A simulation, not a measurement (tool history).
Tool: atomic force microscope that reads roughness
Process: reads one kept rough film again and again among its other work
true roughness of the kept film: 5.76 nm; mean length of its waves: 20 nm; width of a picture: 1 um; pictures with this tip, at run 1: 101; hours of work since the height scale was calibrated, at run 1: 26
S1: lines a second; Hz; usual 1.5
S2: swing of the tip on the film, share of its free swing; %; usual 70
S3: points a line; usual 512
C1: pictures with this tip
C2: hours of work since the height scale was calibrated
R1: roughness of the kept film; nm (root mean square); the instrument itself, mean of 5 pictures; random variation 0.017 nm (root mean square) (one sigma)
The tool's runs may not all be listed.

run   hour    S1  S2   S3   C1  C2     R1
  1      0   1.5  70  512  101  26  3.088
  2    4.6   1.5  70  512  104  28  3.076
  3     11   1.5  70  512  108  30   3.06
  4   19.8   1.5  70  512  113  34  3.021
  5   26.2   1.5  70  512  117  36  2.993
  6   33.6   1.5  70  512  122  39  2.986
  7   39.5   1.5  70  512  125  42  2.936
  8   47.1  1.84  70  512  130  45  2.876
  9   50.9   1.5  70  512  133  46    2.9
 10     57   1.5  70  512  136  49   2.88
 11   63.8   1.5  70  512  141  52  2.869
 12   70.6  1.25  70  512  145  54  2.876
 13     76  1.25  70  512  148  57  2.851
      80.7  -- new tip fitted
 14   82.9   1.5  60  490    1  59  4.139
 15   89.7  3.64  60  445    5  62  3.798
 16     98  3.64  60  445   11  65  3.779
      99.8  -- height scale calibrated on a step standard
 17  103.7  3.64  60  445   14   2  3.748
 18  109.9  3.64  60  445   18   4  3.652
 19  116.1  1.33  62  512   21   7  3.926
 20  122.2  1.07  75  842   25   9  3.747
 21  129.2  1.08  56  419   30  12  3.888
 22    138  1.08  74  419   35  15  3.651
 23  144.9  1.08  74  456   39  18  3.623
     153.3  -- height scale calibrated on a step standard, once more
 24  154.5  1.08  78  357   45   1  3.479

Hidden state or all else? Some run-to-run changes of R1, split into what the settings, what came in and random variation would give without the hidden state, and what is left for the hidden state (with any gauge scatter that isn't in both results):
The hidden state here: radius of the tip, nm; height scale over the true one, %; drift of the gauge itself on roughness_nm, %.
Run 13 -> 14: S1 1.25 -> 1.5, S2 70 -> 60, S3 512 -> 490, new tip fitted. R1 +1.288 nm (root mean square): hidden state +1.149, all else +0.139.
Run 14 -> 15: S1 1.5 -> 3.64, S3 490 -> 445. R1 -0.341 nm (root mean square): hidden state -0.03, all else -0.311.
Run 20 -> 21: S1 1.07 -> 1.08, S2 75 -> 56, S3 842 -> 419. R1 +0.141 nm (root mean square): hidden state -0.079, all else +0.22.

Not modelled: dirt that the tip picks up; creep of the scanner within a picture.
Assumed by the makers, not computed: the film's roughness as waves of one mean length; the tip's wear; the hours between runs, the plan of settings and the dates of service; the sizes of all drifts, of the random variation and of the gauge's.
